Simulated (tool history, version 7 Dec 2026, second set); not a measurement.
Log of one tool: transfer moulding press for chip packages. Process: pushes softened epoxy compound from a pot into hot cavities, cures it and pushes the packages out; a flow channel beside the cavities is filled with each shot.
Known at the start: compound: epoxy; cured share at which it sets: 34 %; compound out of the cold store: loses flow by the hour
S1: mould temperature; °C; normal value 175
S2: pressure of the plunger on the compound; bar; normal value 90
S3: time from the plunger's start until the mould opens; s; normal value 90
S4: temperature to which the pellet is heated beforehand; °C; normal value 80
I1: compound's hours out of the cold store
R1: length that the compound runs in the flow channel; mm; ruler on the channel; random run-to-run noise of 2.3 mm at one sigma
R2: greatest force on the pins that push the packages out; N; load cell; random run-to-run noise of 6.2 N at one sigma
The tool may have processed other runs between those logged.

run	hour	S1	S2	S3	S4	I1	R1	R2
1	0	175	90	90	80	15.4	506	372
# hour 7.4: cavities cleaned with cleaning compound and waxed
2	11.9	175	90	90	80	26.6	486	261
3	36.2	175	90	90	80	24.4	488	348
# hour 42.5: cavities cleaned with cleaning compound and waxed
4	57.7	175	90	90	80	36.6	465	304
5	68.9	175	90	90	80	31.3	472	354
# hour 77.5: cavities cleaned with cleaning compound and waxed
6	95.6	175	90	90	80	29.4	474	314
# hour 113.5: cavities cleaned with cleaning compound and waxed
7	113.8	180	109.4	120	80	46.1	489	228
8	128.7	180	109.4	120	80	45.6	484	274
9	140.3	175	75.6	90	73	32.7	429	358
# hour 144.8: plunger's sealing rings changed
# hour 150.5: cavities cleaned with cleaning compound and waxed
10	167	175	90	74	85	9	540	426
# hour 185.3: cavities cleaned with cleaning compound and waxed
11	186.4	175	109.3	90	76	16.3	570	237
12	198.7	175	109.3	90	76	13.8	577	311

Consider 5 possible next runs. They are alternatives, not a sequence: every one starts from the tool as it was left by run 12. What does each give?
# hour 221.3: cavities cleaned with cleaning compound and waxed
A	221.5	170	90	93	79	44.4	?	?
# hour 221.3: cavities cleaned with cleaning compound and waxed
B	221.5	175	109.3	95	76	16.2	?	?
# hour 221.3: cavities cleaned with cleaning compound and waxed
C	221.5	175	90	85	80	14	?	?
# hour 221.3: cavities cleaned with cleaning compound and waxed
D	221.5	180	109.3	90	76	44.9	?	?
# hour 221.3: cavities cleaned with cleaning compound and waxed
E	221.5	175	109.3	104	76	20.1	?	?

run	R1	R2
A	482	279
B	568	232
C	525	269
D	513	231
E	564	233
Had the tool no hidden state, the same runs would have come out as:
run	R1	R2
A	487	269
B	573	226
C	530	260
D	518	226
E	569	228
